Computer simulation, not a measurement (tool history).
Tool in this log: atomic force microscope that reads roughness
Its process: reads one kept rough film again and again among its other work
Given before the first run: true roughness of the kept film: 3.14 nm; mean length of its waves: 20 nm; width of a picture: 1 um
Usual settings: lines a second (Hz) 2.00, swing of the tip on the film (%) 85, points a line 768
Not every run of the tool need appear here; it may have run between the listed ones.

run,hour,lines a second (Hz),swing of the tip on the film (%),points a line,roughness of the kept film (nm (root mean square))
1,0.0,2.00,85,768,2.013
2,9.9,2.00,85,768,1.997
3,22.6,2.00,85,768,1.970
4,33.7,2.94,85,768,1.852
5,44.4,2.00,71,768,2.063
6,51.9,2.00,85,768,1.911
7,58.6,2.00,85,768,1.905
8,66.6,2.00,85,768,1.876
9,75.0,2.00,85,768,1.851
10,83.3,2.00,85,768,1.845
11,90.4,2.00,63,768,2.005
# hour 92.4: height scale calibrated on a step standard
12,96.5,2.00,63,768,2.012
13,105.7,0.56,85,768,1.982
14,115.2,0.56,85,768,1.951
# hour 119.6: height scale calibrated on a step standard, once more
15,128.8,2.00,74,768,1.853
16,136.1,0.56,71,460,1.955
17,143.8,0.56,71,460,1.930
18,151.2,2.00,56,538,1.922
19,157.4,2.00,56,538,1.906
20,165.4,1.02,67,538,1.887
21,177.8,1.02,67,538,1.872
22,187.3,1.02,67,598,1.839
23,196.4,1.02,67,352,1.822

3 options for the next run, each taken on its own from the tool as it stands now. Forecast them:
A,203.8,2.00,67,768,?
B,203.8,2.00,85,262,?
C,203.8,1.02,59,352,?

run,roughness of the kept film (nm (root mean square))
A,1.790
B,1.607
C,1.817
Without the tool's hidden state the same runs would have given:
run,roughness of the kept film (nm (root mean square))
A,2.270
B,2.037
C,2.305
